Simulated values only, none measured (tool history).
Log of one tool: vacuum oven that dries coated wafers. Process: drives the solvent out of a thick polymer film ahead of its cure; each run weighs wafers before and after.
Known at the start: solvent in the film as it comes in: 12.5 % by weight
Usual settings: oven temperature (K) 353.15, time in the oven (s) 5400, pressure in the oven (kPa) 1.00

Run 1, hour 0.0: usual settings. Result: solvent left in the film (%) 1.80.
Run 2, hour 100.6: usual settings. Result: solvent left in the film (%) 1.76.
Run 3, hour 154.7: usual settings but time in the oven (s) 9660. Result: solvent left in the film (%) 0.67.
Run 4, hour 209.4: usual settings but time in the oven (s) 9660. Result: solvent left in the film (%) 0.68.
Run 5, hour 314.3: usual settings but time in the oven (s) 9660. Result: solvent left in the film (%) 0.71.
Run 6, hour 374.3: usual settings but time in the oven (s) 9660. Result: solvent left in the film (%) 0.65.
Run 7, hour 444.1: usual settings but time in the oven (s) 9660. Result: solvent left in the film (%) 0.71.
Run 8, hour 527.7: usual settings but time in the oven (s) 9660. Result: solvent left in the film (%) 0.71.
Run 9, hour 604.9: usual settings but time in the oven (s) 9660. Result: solvent left in the film (%) 0.69.
Run 10, hour 687.9: usual settings but time in the oven (s) 9660. Result: solvent left in the film (%) 0.72.
Run 11, hour 783.0: usual settings but pressure in the oven (kPa) 2.51. Result: solvent left in the film (%) 2.34.
Run 12, hour 871.1: usual settings but time in the oven (s) 5040, pressure in the oven (kPa) 2.51. Result: solvent left in the film (%) 2.58.
Run 13, hour 955.4: usual settings but time in the oven (s) 5040, pressure in the oven (kPa) 2.51. Result: solvent left in the film (%) 2.50.
Run 14, hour 1052.2: usual settings but oven temperature (K) 356.15, time in the oven (s) 3360, pressure in the oven (kPa) 2.67. Result: solvent left in the film (%) 2.99.
Run 15, hour 1159.7: usual settings but oven temperature (K) 356.15, time in the oven (s) 3360, pressure in the oven (kPa) 0.80. Result: solvent left in the film (%) 2.34.
Run 16, hour 1255.5: usual settings but oven temperature (K) 342.15, time in the oven (s) 3360, pressure in the oven (kPa) 0.80. Result: solvent left in the film (%) 6.35.
Run 17, hour 1322.2: usual settings but time in the oven (s) 7980, pressure in the oven (kPa) 1.70. Result: solvent left in the film (%) 1.22.
Run 18, hour 1418.0: usual settings but time in the oven (s) 7980, pressure in the oven (kPa) 1.70. Result: solvent left in the film (%) 1.25.
Run 19, hour 1496.1: usual settings but oven temperature (K) 340.15, time in the oven (s) 2760, pressure in the oven (kPa) 1.70. Result: solvent left in the film (%) 7.77.
Run 20, hour 1608.0: usual settings but oven temperature (K) 361.15, time in the oven (s) 4200, pressure in the oven (kPa) 1.12. Result: solvent left in the film (%) 0.90.
Run 21, hour 1703.9: usual settings but oven temperature (K) 341.15, time in the oven (s) 6240. Result: solvent left in the film (%) 4.70.
Run 22, hour 1779.4: usual settings but oven temperature (K) 367.15, time in the oven (s) 7200, pressure in the oven (kPa) 0.50. Result: solvent left in the film (%) 0.14.

Taken out of this log: 2 entries between the listed runs. Where each belongs, and how the hidden state differs across it:
Between runs 9 and 10: vacuum gauge cleaned of residue and calibrated (hour 623.8); oven's thermocouples calibrated (hour 687.9)
  true wafer temperature over the reading, C: 0.05 -> 0.01; true pressure over the reading, kPa: 0.008 -> 0

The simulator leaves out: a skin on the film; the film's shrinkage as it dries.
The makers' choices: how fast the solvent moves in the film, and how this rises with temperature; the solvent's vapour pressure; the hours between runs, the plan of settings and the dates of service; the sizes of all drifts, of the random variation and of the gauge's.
